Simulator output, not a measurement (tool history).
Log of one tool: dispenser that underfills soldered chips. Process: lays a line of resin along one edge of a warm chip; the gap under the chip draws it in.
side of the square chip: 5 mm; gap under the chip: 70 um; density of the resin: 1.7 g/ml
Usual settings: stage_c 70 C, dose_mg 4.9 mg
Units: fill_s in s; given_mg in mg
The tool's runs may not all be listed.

run,hour,stage_c,dose_mg,fill_s,given_mg
1,0,70,4.9,50.2,4.56
# hour 4.7: new syringe of resin
2,5,70,4.9,29.7,4.51
3,11.9,70,4.9,46.2,4.54
4,17.3,70,4.9,69.1,4.49
# hour 18.3: new syringe of resin
5,26.1,70,5.96,48.8,5.49
# hour 29.3: dispensing valve cleaned and set on the balance
# hour 32.5: new syringe of resin
6,34.7,70,5.96,33.2,5.95
7,40,70,4.9,47.6,4.87
# hour 46: new syringe of resin
8,47,75,4.9,24,4.84
9,52.9,75,4.9,35.9,4.84
10,57.7,62,4.95,93.1,4.9
# hour 59.1: new syringe of resin
11,63.8,58,5.58,70.8,5.5
12,68.8,56,5.76,111.1,5.64
# hour 72.5: new syringe of resin
13,75,63,4.29,49.8,4.22
14,82.1,63,4.29,79,4.15
# hour 85.7: new syringe of resin
15,87.8,63,4.29,49.6,4.17

Measured less the same run without the tool's hidden state. The same run-to-run variation is in both; the gauge's scatter may not be:
The hidden state here: resin's viscosity, % of fresh resin's; dose that the valve gives, % of what is set; true chip temperature over the reading, C; drift of the gauge itself on fill_s, %; drift of the gauge itself on given_mg, %.
run,fill_s,given_mg
1,+23.8,-0.36
2,+2.5,-0.37
3,+19.9,-0.38
4,+41.5,-0.4
5,+22.4,-0.5
6,+6,-0.01
7,+20.3,-0.03
8,+2.7,-0.04
9,+14.4,-0.06
10,+53.1,-0.07
11,+23.2,-0.1
12,+57.7,-0.11
13,+11.1,-0.09
14,+40.9,-0.11
15,+10.4,-0.12
